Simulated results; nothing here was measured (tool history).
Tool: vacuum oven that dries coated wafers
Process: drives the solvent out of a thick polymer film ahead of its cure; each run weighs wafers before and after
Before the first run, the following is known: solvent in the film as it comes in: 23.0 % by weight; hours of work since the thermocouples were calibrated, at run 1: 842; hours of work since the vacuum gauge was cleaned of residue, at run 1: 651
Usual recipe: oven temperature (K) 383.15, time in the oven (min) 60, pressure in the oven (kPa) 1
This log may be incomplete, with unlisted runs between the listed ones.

run   hour  oven temperature (K)  time in the oven (min)  pressure in the oven (kPa)  hours of work since the thermocouples were calibrated  hours of work since the vacuum gauge was cleaned of residue  solvent left in the film (%)
  1      0                383.15                      60                           1                                                    842                                                          651                           2.4
  2   29.4                383.15                      60                           1                                                    857                                                          666                           2.4
  3   54.9                377.15                      60                           1                                                    871                                                          680                          3.51
  4   86.5                377.15                      60                           1                                                    887                                                          696                          3.49
  5  123.3                377.15                      60                           1                                                    906                                                          715                          3.49
  6  165.2                377.15                      60                           1                                                    928                                                          737                          3.53
  7  213.9                377.15                      60                           1                                                    953                                                          762                          3.46
  8  240.8                383.15                      60                        1.16                                                    967                                                          776                          2.43
     276.2  -- oven's thermocouples calibrated
  9  280.2                383.15                      60                        1.16                                                      2                                                          796                          2.65
 10    306                383.15                      60                        0.96                                                     16                                                          809                          2.56
 11  331.3                383.15                      60                           1                                                     29                                                          823                          2.58
 12  377.8                383.15                      53                           1                                                     53                                                          847                          3.24
       384  -- vacuum gauge cleaned of residue and calibrated
 13  400.9                393.15                      78                        1.92                                                     64                                                            9                          0.76
 14    445                393.15                      78                        1.92                                                     87                                                           32                          0.77
     462.7  -- vacuum gauge cleaned of residue and calibrated, once more
 15  482.3                393.15                      78                        1.92                                                    106                                                           10                           0.7
 16    526                379.15                      78                        1.92                                                    129                                                           33                          2.23
 17  553.7                370.15                      60                        2.53                                                    143                                                           47                          5.72
 18    590                370.15                      79                        0.61                                                    162                                                           66                          3.51
 19  639.9                398.15                      60                        2.46                                                    188                                                           92                          0.95
 20  674.4                398.15                      60                        2.99                                                    206                                                          110                          0.99
 21  699.4                383.15                      31                           1                                                    219                                                          123                          6.51
 22  725.3                384.15                      77                        0.51                                                    232                                                          137                          1.26
 23  748.7                392.15                      34                           1                                                    245                                                          149                           3.9

Each row is a separate what-if for the run after 23, all from the same tool condition, not one after another. Results?
  A   783                392.15                      80                           1                                                    262                                                          167                             ?
  B   783                394.15                     104                        2.25                                                    262                                                          167                             ?
  C   783                388.15                      42                         0.8                                                    262                                                          167                             ?
  D   783                377.15                      34                        1.87                                                    262                                                          167                             ?
  E   783                383.15                      60                         1.4                                                    262                                                          167                             ?

run  solvent left in the film (%)
  A                           0.6
  B                          0.47
  C                          3.43
  D                          7.53
  E                          2.59
With no hidden state in the tool, these same runs would have given:
run  solvent left in the film (%)
  A                           0.6
  B                          0.47
  C                          3.46
  D                          7.56
  E                          2.61
